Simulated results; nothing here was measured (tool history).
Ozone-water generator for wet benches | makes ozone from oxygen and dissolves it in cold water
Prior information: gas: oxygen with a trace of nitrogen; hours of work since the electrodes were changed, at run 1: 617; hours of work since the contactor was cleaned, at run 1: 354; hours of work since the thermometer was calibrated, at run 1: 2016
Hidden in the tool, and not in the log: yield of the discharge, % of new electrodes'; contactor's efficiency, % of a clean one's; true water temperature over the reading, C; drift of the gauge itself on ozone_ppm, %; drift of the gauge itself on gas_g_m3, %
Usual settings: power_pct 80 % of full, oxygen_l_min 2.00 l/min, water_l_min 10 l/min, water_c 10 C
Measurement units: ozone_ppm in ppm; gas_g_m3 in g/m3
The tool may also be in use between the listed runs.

run   hour  power_pct  oxygen_l_min  water_l_min  water_c  hours of work since the electrodes were changed  hours of work since the contactor was cleaned  hours of work since the thermometer was calibrated  ozone_ppm  gas_g_m3
  1    0.0         80          2.00           10       10                                              617                                            354                                                2016       17.5     169.9
  2   48.2         80          2.00           10       10                                              658                                            395                                                2058       17.5     173.0
  3   95.2         80          2.00           10       10                                              698                                            435                                                2098       17.3     172.2
  4  130.1         80          2.11           10       10                                              728                                            465                                                2128       17.4     167.4
  5  152.8         80          2.11           10       10                                              747                                            484                                                2147       17.1     165.0
  6  203.1         80          2.11           10       10                                              790                                            527                                                2190       17.4     165.1
  7  234.8         80          2.11           10        6                                              817                                            554                                                2217       18.2     168.0
  8  274.2         80          2.11            7        6                                              851                                            588                                                2251       24.6     165.8
  9  310.6         95          2.00            8       17                                              882                                            619                                                2282       22.2     199.1
 10  340.0         43          3.53           10       10                                              907                                            644                                                2307       10.0      70.2
 11  390.6         80          1.64           10       10                                              950                                            687                                                2350       17.6     200.5
 12  436.8         54          2.00           10        7                                              990                                            727                                                2389       12.7     126.9
 13  476.9         61          2.00           10        9                                             1024                                            761                                                2424       14.2     140.4

Consider 5 possible next runs. They are alternatives, not a sequence: every one starts from the tool as it was left by run 13. What does each give?
  A  500.8         86          2.00           10       10                                             1045                                            782                                                2444          ?         ?
  B  500.8         61          1.62           10        9                                             1045                                            782                                                2444          ?         ?
  C  500.8         80          1.68           10       10                                             1045                                            782                                                2444          ?         ?
  D  500.8         58          2.00           10        7                                             1045                                            782                                                2444          ?         ?
  E  500.8         42          2.06           10       13                                             1045                                            782                                                2444          ?         ?

run  ozone_ppm  gas_g_m3
  A       18.7     185.6
  B       14.2     160.3
  C       17.7     198.8
  D       13.8     133.7
  E       10.0     100.8
With no hidden state in the tool, these same runs would have given:
run  ozone_ppm  gas_g_m3
  A       18.7     181.6
  B       14.2     156.7
  C       17.7     194.5
  D       13.8     130.8
  E       10.0      98.6
